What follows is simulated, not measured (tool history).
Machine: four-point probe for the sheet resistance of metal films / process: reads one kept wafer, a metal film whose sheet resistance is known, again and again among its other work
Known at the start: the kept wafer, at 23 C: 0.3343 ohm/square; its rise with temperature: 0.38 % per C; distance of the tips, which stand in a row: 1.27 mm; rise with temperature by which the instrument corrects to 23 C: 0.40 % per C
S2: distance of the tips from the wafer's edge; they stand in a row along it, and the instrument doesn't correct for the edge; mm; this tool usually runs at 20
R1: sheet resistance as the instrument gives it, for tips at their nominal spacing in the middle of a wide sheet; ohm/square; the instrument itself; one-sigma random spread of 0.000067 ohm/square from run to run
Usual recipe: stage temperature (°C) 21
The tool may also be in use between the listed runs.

Run 1, hour 0: usual settings. Result: R1 0.332961 ohm/square.
Run 2, hour 41.8: usual settings but S2 4 mm. Result: R1 0.349204 ohm/square.
Run 3, hour 60.6: usual settings but S2 4 mm. Result: R1 0.348954 ohm/square.
Run 4, hour 78.9: usual settings. Result: R1 0.332694 ohm/square.
Run 5, hour 98: usual settings. Result: R1 0.33275 ohm/square.
Run 6, hour 126.8: usual settings. Result: R1 0.332554 ohm/square.
Run 7, hour 147.7: usual settings but stage temperature (°C) 25, S2 9 mm. Result: R1 0.335136 ohm/square.
Run 8, hour 184.8: usual settings but stage temperature (°C) 32, S2 7 mm. Result: R1 0.336975 ohm/square.
Run 9, hour 221.6: usual settings but stage temperature (°C) 33, S2 73 mm. Result: R1 0.331157 ohm/square.
Run 10, hour 258.4: usual settings but stage temperature (°C) 27, S2 16 mm. Result: R1 0.332609 ohm/square.
Run 11, hour 289.9: usual settings but stage temperature (°C) 31, S2 4 mm. Result: R1 0.348122 ohm/square.

What if the next run were any one of these 4? Each begins from the tool's condition after run 11:
Run A, hour 309.6: usual settings but stage temperature (°C) 31, S2 17 mm. Result: R1 ?.
Run B, hour 309.6: usual settings but stage temperature (°C) 27, S2 5 mm. Result: R1 ?.
Run C, hour 309.6: usual settings but stage temperature (°C) 19, S2 14 mm. Result: R1 ?.
Run D, hour 309.6: usual settings but S2 21 mm. Result: R1 ?.

run        R1
  A  0.332064
  B  0.342433
  C  0.333296
  D  0.332321
Had the tool no hidden state, the same runs would have come out as:
run        R1
  A  0.334768
  B  0.345217
  C  0.336013
  D   0.33503

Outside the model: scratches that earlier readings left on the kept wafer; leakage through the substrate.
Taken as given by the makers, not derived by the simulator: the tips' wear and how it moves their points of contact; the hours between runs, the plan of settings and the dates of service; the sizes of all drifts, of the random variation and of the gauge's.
